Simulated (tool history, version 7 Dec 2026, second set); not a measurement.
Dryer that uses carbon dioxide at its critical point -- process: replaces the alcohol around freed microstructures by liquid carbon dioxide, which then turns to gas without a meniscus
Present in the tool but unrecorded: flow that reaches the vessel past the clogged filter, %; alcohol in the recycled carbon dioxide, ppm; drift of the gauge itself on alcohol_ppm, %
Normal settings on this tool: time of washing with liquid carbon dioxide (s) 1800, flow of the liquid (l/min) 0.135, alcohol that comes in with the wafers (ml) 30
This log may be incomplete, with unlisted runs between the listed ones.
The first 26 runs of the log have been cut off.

run   hour  time of washing with liquid carbon dioxide (s)  flow of the liquid (l/min)  alcohol that comes in with the wafers (ml)  hours of work since the filter was changed  hours of work since the purifier's bed was changed  alcohol left in the vessel before it's heated (ppm by volume)
 27  510.2                                            2520                       0.140                                          81                                         513                                                 763                                                            282
     523.3  -- inlet filter changed
 28  530.8                                            2520                       0.140                                          81                                           4                                                 774                                                            262
 29  553.2                                            1260                       0.230                                          42                                          16                                                 786                                                            299
 30  576.2                                            1260                       0.151                                          37                                          29                                                 799                                                            625
 31  591.0                                            1260                       0.151                                          28                                          37                                                 807                                                            551
     598.4  -- purifier's bed changed
 32  606.4                                            2580                       0.135                                          26                                          43                                                   4                                                              8
 33  633.6                                            2580                       0.135                                          26                                          58                                                  19                                                             19
 34  651.4                                            1620                       0.133                                          29                                          68                                                  29                                                            165
 35  669.2                                            1620                       0.133                                          29                                          78                                                  38                                                            182
 36  683.0                                            1620                       0.175                                          29                                          85                                                  46                                                             40
 37  699.1                                            1620                       0.175                                          29                                          94                                                  55                                                             46
 38  714.6                                            1620                       0.175                                          29                                         102                                                  63                                                             49
 39  730.0                                            1260                       0.108                                         100                                         110                                                  71                                                           4646
 40  751.4                                            1560                       0.109                                          60                                         122                                                  83                                                           1164
 41  763.0                                            1560                       0.109                                          60                                         128                                                  89                                                           1168

What will run 42 give?
 42  779.5                                            1800                       0.105                                          38                                         137                                                  98                                                              ?

{"run 42": {"alcohol left in the vessel before it's heated (ppm by volume)": 467}}
The same run, on a tool lacking any hidden state, would have yielded alcohol left in the vessel before it's heated (ppm by volume) 388.
